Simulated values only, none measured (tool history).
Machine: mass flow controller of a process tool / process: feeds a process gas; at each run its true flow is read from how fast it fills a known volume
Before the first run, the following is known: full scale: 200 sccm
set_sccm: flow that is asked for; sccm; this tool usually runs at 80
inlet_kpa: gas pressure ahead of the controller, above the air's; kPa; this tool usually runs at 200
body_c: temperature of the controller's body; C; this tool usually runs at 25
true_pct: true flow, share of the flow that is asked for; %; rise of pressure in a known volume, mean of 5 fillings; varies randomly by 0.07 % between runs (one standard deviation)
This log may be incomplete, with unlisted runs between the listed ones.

| run | hour | set_sccm | inlet_kpa | body_c | true_pct |
|---|---|---|---|---|---|
| 1 | 0 | 80 | 200 | 25 | 99.74 |
| 2 | 179 | 80 | 200 | 25 | 99.53 |
| 3 | 312.9 | 80 | 200 | 25 | 99.75 |
| 4 | 541 | 80 | 192 | 25 | 99.72 |
| 5 | 672.6 | 80 | 200 | 25 | 99.79 |
| 6 | 883.9 | 80 | 200 | 25 | 99.91 |
| 7 | 1093.5 | 80 | 200 | 25 | 99.81 |

The next listed run, before its measurement:
| 8 | 1266.6 | 142 | 210 | 21 | ? |

true_pct: 100.28 %
If the tool had no hidden condition, the same run with the same run-to-run variation would have returned true_pct 99.82 %.
